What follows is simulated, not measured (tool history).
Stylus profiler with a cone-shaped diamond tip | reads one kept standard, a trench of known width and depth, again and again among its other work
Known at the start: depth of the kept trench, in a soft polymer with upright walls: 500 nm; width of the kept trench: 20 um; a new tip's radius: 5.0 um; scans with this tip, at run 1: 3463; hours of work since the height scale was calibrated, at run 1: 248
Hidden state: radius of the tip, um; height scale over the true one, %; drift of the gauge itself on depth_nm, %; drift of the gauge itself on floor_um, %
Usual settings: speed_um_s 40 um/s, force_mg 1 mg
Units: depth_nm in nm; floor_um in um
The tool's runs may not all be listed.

| run | hour | speed_um_s | force_mg | scans with this tip | hours of work since the height scale was calibrated | depth_nm | floor_um |
|---|---|---|---|---|---|---|---|
| 1 | 0 | 40 | 1 | 3463 | 248 | 503.92 | 14.53 |
| 2 | 17.1 | 40 | 1 | 3581 | 257 | 504.08 | 14.59 |
| 3 | 32.9 | 40 | 1 | 3690 | 265 | 503.77 | 14.51 |
| 4 | 41.5 | 40 | 1 | 3749 | 269 | 504.22 | 14.52 |
| 5 | 58.7 | 40 | 1 | 3868 | 277 | 503.93 | 14.52 |
| 6 | 75.4 | 40 | 1 | 3983 | 286 | 503.69 | 14.49 |
| 7 | 93.8 | 40 | 2.35 | 4110 | 295 | 507.5 | 14.56 |
| 8 | 112.1 | 40 | 2.35 | 4235 | 304 | 507.43 | 14.59 |
| 9 | 129.6 | 18 | 2.35 | 4356 | 313 | 507.62 | 14.67 |
| 10 | 145.3 | 18 | 2.35 | 4464 | 320 | 507.46 | 14.64 |
| 11 | 157 | 18 | 2.35 | 4545 | 326 | 507.46 | 14.63 |
| 12 | 175.5 | 18 | 2.35 | 4673 | 335 | 507.44 | 14.65 |
| 13 | 184.9 | 18 | 2.35 | 4738 | 340 | 507.47 | 14.68 |
| 14 | 199.4 | 34 | 0.55 | 4837 | 347 | 502.24 | 14.3 |
| 15 | 213.3 | 21 | 0.62 | 4933 | 354 | 502.52 | 14.48 |
| 16 | 225.1 | 98 | 0.56 | 5014 | 360 | 502.29 | 13.42 |
| 17 | 243.3 | 98 | 0.56 | 5139 | 369 | 502.2 | 13.45 |
| 18 | 257.7 | 98 | 0.56 | 5239 | 376 | 502.16 | 13.41 |
| 19 | 267.5 | 14 | 0.89 | 5306 | 381 | 503.44 | 14.54 |
| 20 | 287.2 | 129 | 1.83 | 5442 | 390 | 506.09 | 13.63 |
| 21 | 295.6 | 22 | 2.94 | 5500 | 395 | 508.58 | 14.52 |
| 22 | 305.5 | 22 | 2.94 | 5568 | 399 | 508.5 | 14.44 |
| 23 | 317.8 | 29 | 2.46 | 5653 | 406 | 507.38 | 14.38 |
| 24 | 329.5 | 21 | 1.76 | 5734 | 411 | 505.66 | 14.39 |

Forecast each of these 4 alternatives for the next run:
| A | 348.9 | 21 | 1.56 | 5867 | 421 | ? | ? |
| B | 348.9 | 38 | 1.66 | 5867 | 421 | ? | ? |
| C | 348.9 | 12 | 1.14 | 5867 | 421 | ? | ? |
| D | 348.9 | 145 | 0.89 | 5867 | 421 | ? | ? |

| run | depth_nm | floor_um |
|---|---|---|
| A | 505.18 | 14.43 |
| B | 505.48 | 14.26 |
| C | 504.01 | 14.47 |
| D | 503.19 | 13.12 |
Without the tool's hidden state the same runs would have given:
| run | depth_nm | floor_um |
|---|---|---|
| A | 506.23 | 15.52 |
| B | 506.53 | 15.34 |
| C | 505.06 | 15.55 |
| D | 504.24 | 14.2 |

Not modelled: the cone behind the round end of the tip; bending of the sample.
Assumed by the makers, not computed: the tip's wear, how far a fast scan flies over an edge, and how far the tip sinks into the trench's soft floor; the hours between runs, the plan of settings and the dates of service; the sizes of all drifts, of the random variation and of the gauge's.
